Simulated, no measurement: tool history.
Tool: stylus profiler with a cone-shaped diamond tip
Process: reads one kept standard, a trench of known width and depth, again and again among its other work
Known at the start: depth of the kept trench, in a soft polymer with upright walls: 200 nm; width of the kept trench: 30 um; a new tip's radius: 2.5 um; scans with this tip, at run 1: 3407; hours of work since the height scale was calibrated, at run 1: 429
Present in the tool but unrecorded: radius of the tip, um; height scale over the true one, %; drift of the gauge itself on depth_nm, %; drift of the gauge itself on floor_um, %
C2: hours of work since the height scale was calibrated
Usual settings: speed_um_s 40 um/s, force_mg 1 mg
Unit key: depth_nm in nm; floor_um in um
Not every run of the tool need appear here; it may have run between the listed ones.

run 1 hour=0 | speed_um_s=40 force_mg=1 | scans_with_this_tip=3407 C2=429 | depth_nm=201.75 floor_um=27.43
run 2 hour=20 | speed_um_s=40 force_mg=1 | scans_with_this_tip=3503 C2=441 | depth_nm=201.74 floor_um=27.39
run 3 hour=56.1 | speed_um_s=40 force_mg=1 | scans_with_this_tip=3677 C2=463 | depth_nm=201.72 floor_um=27.37
run 4 hour=79.7 | speed_um_s=40 force_mg=1 | scans_with_this_tip=3790 C2=478 | depth_nm=201.76 floor_um=27.35
run 5 hour=102.1 | speed_um_s=16 force_mg=1 | scans_with_this_tip=3898 C2=491 | depth_nm=201.74 floor_um=27.59
run 6 hour=137.8 | speed_um_s=16 force_mg=0.5 | scans_with_this_tip=4070 C2=513 | depth_nm=201.16 floor_um=27.52
run 7 hour=167.5 | speed_um_s=55 force_mg=1 | scans_with_this_tip=4213 C2=531 | depth_nm=201.76 floor_um=27.17
run 8 hour=201.7 | speed_um_s=55 force_mg=1 | scans_with_this_tip=4378 C2=552 | depth_nm=201.74 floor_um=27.16
run 9 hour=221.6 | speed_um_s=55 force_mg=1 | scans_with_this_tip=4474 C2=564 | depth_nm=201.76 floor_um=27.15
run 10 hour=242.3 | speed_um_s=55 force_mg=1 | scans_with_this_tip=4573 C2=576 | depth_nm=201.78 floor_um=27.13
run 11 hour=276 | speed_um_s=55 force_mg=1 | scans_with_this_tip=4735 C2=597 | depth_nm=201.78 floor_um=27.13
run 12 hour=308.5 | speed_um_s=40 force_mg=1 | scans_with_this_tip=4892 C2=616 | depth_nm=201.78 floor_um=27.29
run 13 hour=329.1 | speed_um_s=40 force_mg=1 | scans_with_this_tip=4991 C2=629 | depth_nm=201.79 floor_um=27.31
run 14 hour=355.2 | speed_um_s=40 force_mg=1 | scans_with_this_tip=5117 C2=645 | depth_nm=201.76 floor_um=27.19
run 15 hour=384.7 | speed_um_s=40 force_mg=0.94 | scans_with_this_tip=5259 C2=663 | depth_nm=201.72 floor_um=27.29
run 16 hour=423.4 | speed_um_s=40 force_mg=0.41 | scans_with_this_tip=5445 C2=686 | depth_nm=201.08 floor_um=27.02
run 17 hour=463.2 | speed_um_s=40 force_mg=0.41 | scans_with_this_tip=5637 C2=710 | depth_nm=201.09 floor_um=27.01
run 18 hour=491.2 | speed_um_s=40 force_mg=0.41 | scans_with_this_tip=5771 C2=727 | depth_nm=201.06 floor_um=27.08
-- hour=494.3 height scale calibrated on a step standard
run 19 hour=513.2 | speed_um_s=27 force_mg=0.88 | scans_with_this_tip=5875 C2=11 | depth_nm=201.77 floor_um=27.32
run 20 hour=533.3 | speed_um_s=27 force_mg=0.88 | scans_with_this_tip=5972 C2=24 | depth_nm=201.76 floor_um=27.33
run 21 hour=555.9 | speed_um_s=85 force_mg=0.4 | scans_with_this_tip=6080 C2=37 | depth_nm=201.14 floor_um=26.24
run 22 hour=578 | speed_um_s=59 force_mg=1.47 | scans_with_this_tip=6187 C2=51 | depth_nm=202.38 floor_um=27.04
run 23 hour=610.3 | speed_um_s=29 force_mg=2.98 | scans_with_this_tip=6343 C2=70 | depth_nm=203.69 floor_um=27.4
run 24 hour=637 | speed_um_s=29 force_mg=2.98 | scans_with_this_tip=6471 C2=87 | depth_nm=203.69 floor_um=27.43
run 25 hour=674.1 | speed_um_s=29 force_mg=2.98 | scans_with_this_tip=6650 C2=109 | depth_nm=203.68 floor_um=27.39
-- hour=696.7 height scale calibrated on a step standard, once more
run 26 hour=715.9 | speed_um_s=26 force_mg=0.56 | scans_with_this_tip=6848 C2=12 | depth_nm=201.19 floor_um=27.2
run 27 hour=749.1 | speed_um_s=122 force_mg=0.63 | scans_with_this_tip=7008 C2=32 | depth_nm=201.28 floor_um=25.97
run 28 hour=768.4 | speed_um_s=122 force_mg=0.63 | scans_with_this_tip=7101 C2=43 | depth_nm=201.3 floor_um=26.05
run 29 hour=790.5 | speed_um_s=64 force_mg=0.81 | scans_with_this_tip=7207 C2=57 | depth_nm=201.51 floor_um=26.77
run 30 hour=818.1 | speed_um_s=64 force_mg=0.81 | scans_with_this_tip=7340 C2=74 | depth_nm=201.49 floor_um=26.79
run 31 hour=838.6 | speed_um_s=64 force_mg=0.81 | scans_with_this_tip=7439 C2=86 | depth_nm=201.52 floor_um=26.78
run 32 hour=868.4 | speed_um_s=130 force_mg=1.84 | scans_with_this_tip=7582 C2=104 | depth_nm=202.55 floor_um=26.55
run 33 hour=907.4 | speed_um_s=130 force_mg=1.84 | scans_with_this_tip=7770 C2=128 | depth_nm=202.58 floor_um=26.55
run 34 hour=948.3 | speed_um_s=35 force_mg=1.86 | scans_with_this_tip=7967 C2=153 | depth_nm=202.59 floor_um=27.21
run 35 hour=974.2 | speed_um_s=40 force_mg=1.97 | scans_with_this_tip=8092 C2=168 | depth_nm=202.67 floor_um=27.26

Each row is a separate what-if for the run after 35, all from the same tool condition, not one after another. Results?
run A hour=1007.7 | speed_um_s=16 force_mg=0.34 | scans_with_this_tip=8253 C2=189 | depth_nm=? floor_um=?
run B hour=1007.7 | speed_um_s=136 force_mg=1.45 | scans_with_this_tip=8253 C2=189 | depth_nm=? floor_um=?
run C hour=1007.7 | speed_um_s=23 force_mg=0.78 | scans_with_this_tip=8253 C2=189 | depth_nm=? floor_um=?

run=A depth_nm=200.89 floor_um=27.21
run=B depth_nm=202.23 floor_um=26.32
run=C depth_nm=201.49 floor_um=27.22
What these runs would have given with no unlogged condition in the tool:
run=A depth_nm=200.78 floor_um=27.77
run=B depth_nm=202.11 floor_um=26.88
run=C depth_nm=201.37 floor_um=27.78

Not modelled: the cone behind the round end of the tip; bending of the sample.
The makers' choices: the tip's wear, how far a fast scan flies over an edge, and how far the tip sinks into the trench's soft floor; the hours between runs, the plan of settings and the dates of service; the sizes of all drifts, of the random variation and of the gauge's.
